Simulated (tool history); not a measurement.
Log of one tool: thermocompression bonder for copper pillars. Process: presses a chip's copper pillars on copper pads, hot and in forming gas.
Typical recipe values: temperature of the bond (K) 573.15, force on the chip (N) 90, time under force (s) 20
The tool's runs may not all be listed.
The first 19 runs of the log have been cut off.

run	hour	temperature of the bond (K)	force on the chip (N)	time under force (s)	hours of work since the heater was calibrated	hours of work since the force cell was calibrated	hours of work since the gas filter was changed	force that shears a chip off (N)
20	489.7	573.15	135	19	1011	169	16	56.7
21	526.8	560.15	135	10	1041	199	46	38.9
22	559.1	545.15	69	16	1067	224	72	26.6
# hour 575.0: heater calibrated with a thermocouple chip
23	587.4	579.15	97	32	10	245	93	62.4
24	604.6	586.15	76	27	24	259	107	57.4
25	622.0	586.15	60	27	38	273	120	52.4
26	657.0	583.15	114	11	66	301	148	50.1
27	686.3	573.15	115	35	89	325	172	65.3

Predict the results of run 28:
28	702.2	573.15	92	43	102	337	185	?

force that shears a chip off (N): 64.1
Had the tool carried no hidden state, the very same run would have given force that shears a chip off (N) 65.4.

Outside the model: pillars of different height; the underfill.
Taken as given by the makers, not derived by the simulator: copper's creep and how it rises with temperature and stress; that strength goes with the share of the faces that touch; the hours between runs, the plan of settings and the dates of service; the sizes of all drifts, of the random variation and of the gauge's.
